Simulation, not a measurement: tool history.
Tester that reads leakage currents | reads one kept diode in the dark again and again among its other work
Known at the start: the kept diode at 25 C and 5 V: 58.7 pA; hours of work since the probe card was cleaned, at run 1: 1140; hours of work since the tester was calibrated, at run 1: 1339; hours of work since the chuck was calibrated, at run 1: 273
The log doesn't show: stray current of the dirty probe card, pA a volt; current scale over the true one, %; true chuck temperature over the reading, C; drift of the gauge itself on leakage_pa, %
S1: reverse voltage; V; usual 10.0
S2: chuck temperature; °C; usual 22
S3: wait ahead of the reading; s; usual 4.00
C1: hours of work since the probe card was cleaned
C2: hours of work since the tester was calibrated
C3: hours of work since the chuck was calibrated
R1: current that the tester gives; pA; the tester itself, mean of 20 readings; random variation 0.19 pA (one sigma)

{"run": 1, "hour": 0.0, "S1": 10.0, "S2": 22, "S3": 4.0, "C1": 1140, "C2": 1339, "C3": 273, "R1": 65.69}
{"run": 2, "hour": 41.7, "S1": 10.0, "S2": 22, "S3": 4.0, "C1": 1173, "C2": 1372, "C3": 306, "R1": 66.09}
{"run": 3, "hour": 76.6, "S1": 10.0, "S2": 20, "S3": 4.0, "C1": 1201, "C2": 1400, "C3": 334, "R1": 56.41}
{"run": 4, "hour": 125.7, "S1": 10.0, "S2": 21, "S3": 4.0, "C1": 1240, "C2": 1439, "C3": 373, "R1": 61.33}
{"run": 5, "hour": 175.7, "S1": 10.0, "S2": 21, "S3": 4.0, "C1": 1279, "C2": 1479, "C3": 412, "R1": 61.22}
{"run": 6, "hour": 232.9, "S1": 10.0, "S2": 21, "S3": 4.0, "C1": 1325, "C2": 1524, "C3": 458, "R1": 62.17}
{"run": 7, "hour": 278.8, "S1": 10.0, "S2": 21, "S3": 4.0, "C1": 1361, "C2": 1560, "C3": 494, "R1": 62.09}
{"run": 8, "hour": 330.5, "S1": 10.0, "S2": 21, "S3": 4.0, "C1": 1402, "C2": 1601, "C3": 535, "R1": 62.47}
{"run": 9, "hour": 355.0, "S1": 3.5, "S2": 22, "S3": 4.0, "C1": 1421, "C2": 1621, "C3": 554, "R1": 42.54}
{"run": 10, "hour": 406.3, "S1": 3.5, "S2": 22, "S3": 4.0, "C1": 1462, "C2": 1661, "C3": 595, "R1": 43.01}
{"run": 11, "hour": 441.2, "S1": 3.5, "S2": 22, "S3": 4.0, "C1": 1490, "C2": 1689, "C3": 623, "R1": 42.89}
{"run": 12, "hour": 484.7, "S1": 3.5, "S2": 22, "S3": 4.0, "C1": 1524, "C2": 1724, "C3": 657, "R1": 42.95}
{"run": 13, "hour": 532.6, "S1": 1.4, "S2": 40, "S3": 4.0, "C1": 1562, "C2": 1762, "C3": 695, "R1": 113.96}
{"hour": 540.4, "done": "probe card cleaned and baked"}
{"run": 14, "hour": 590.2, "S1": 17.3, "S2": 54, "S3": 0.93, "C1": 39, "C2": 1805, "C3": 738, "R1": 890.32}
{"run": 15, "hour": 628.6, "S1": 4.4, "S2": 43, "S3": 0.44, "C1": 70, "C2": 1835, "C3": 769, "R1": 236.27}
{"run": 16, "hour": 675.8, "S1": 4.4, "S2": 43, "S3": 0.44, "C1": 107, "C2": 1873, "C3": 806, "R1": 237.2}
{"run": 17, "hour": 731.9, "S1": 4.4, "S2": 43, "S3": 2.54, "C1": 152, "C2": 1917, "C3": 851, "R1": 237.11}
{"run": 18, "hour": 765.7, "S1": 2.3, "S2": 43, "S3": 2.54, "C1": 179, "C2": 1944, "C3": 878, "R1": 178.72}
{"run": 19, "hour": 799.2, "S1": 7.2, "S2": 23, "S3": 1.93, "C1": 205, "C2": 1971, "C3": 904, "R1": 66.8}
{"run": 20, "hour": 829.3, "S1": 7.2, "S2": 23, "S3": 1.93, "C1": 229, "C2": 1995, "C3": 928, "R1": 66.85}
{"run": 21, "hour": 854.5, "S1": 10.0, "S2": 41, "S3": 9.69, "C1": 249, "C2": 2015, "C3": 948, "R1": 294.74}
{"hour": 891.5, "done": "probe card cleaned and baked, once more"}
{"run": 22, "hour": 908.6, "S1": 12.5, "S2": 22, "S3": 0.87, "C1": 14, "C2": 2055, "C3": 989, "R1": 79.83}
{"run": 23, "hour": 938.1, "S1": 3.9, "S2": 45, "S3": 0.87, "C1": 37, "C2": 2078, "C3": 1012, "R1": 259.76}

Forecast each of these 5 alternatives for the next run:
{"run": "A", "hour": 979.3, "S1": 3.9, "S2": 22, "S3": 0.87, "C1": 70, "C2": 2111, "C3": 1045, "R1": "?"}
{"run": "B", "hour": 979.3, "S1": 10.0, "S2": 49, "S3": 4.0, "C1": 70, "C2": 2111, "C3": 1045, "R1": "?"}
{"run": "C", "hour": 979.3, "S1": 3.9, "S2": 45, "S3": 3.46, "C1": 70, "C2": 2111, "C3": 1045, "R1": "?"}
{"run": "D", "hour": 979.3, "S1": 3.9, "S2": 21, "S3": 0.87, "C1": 70, "C2": 2111, "C3": 1045, "R1": "?"}
{"run": "E", "hour": 979.3, "S1": 10.5, "S2": 25, "S3": 6.51, "C1": 70, "C2": 2111, "C3": 1045, "R1": "?"}

run=A R1=47.43
run=B R1=513.37
run=C R1=258.46
run=D R1=43.94
run=E R1=90.12
Without the tool's hidden state the same runs would have given:
run=A R1=42.72
run=B R1=468.73
run=C R1=235.53
run=D R1=39.56
run=E R1=81.12

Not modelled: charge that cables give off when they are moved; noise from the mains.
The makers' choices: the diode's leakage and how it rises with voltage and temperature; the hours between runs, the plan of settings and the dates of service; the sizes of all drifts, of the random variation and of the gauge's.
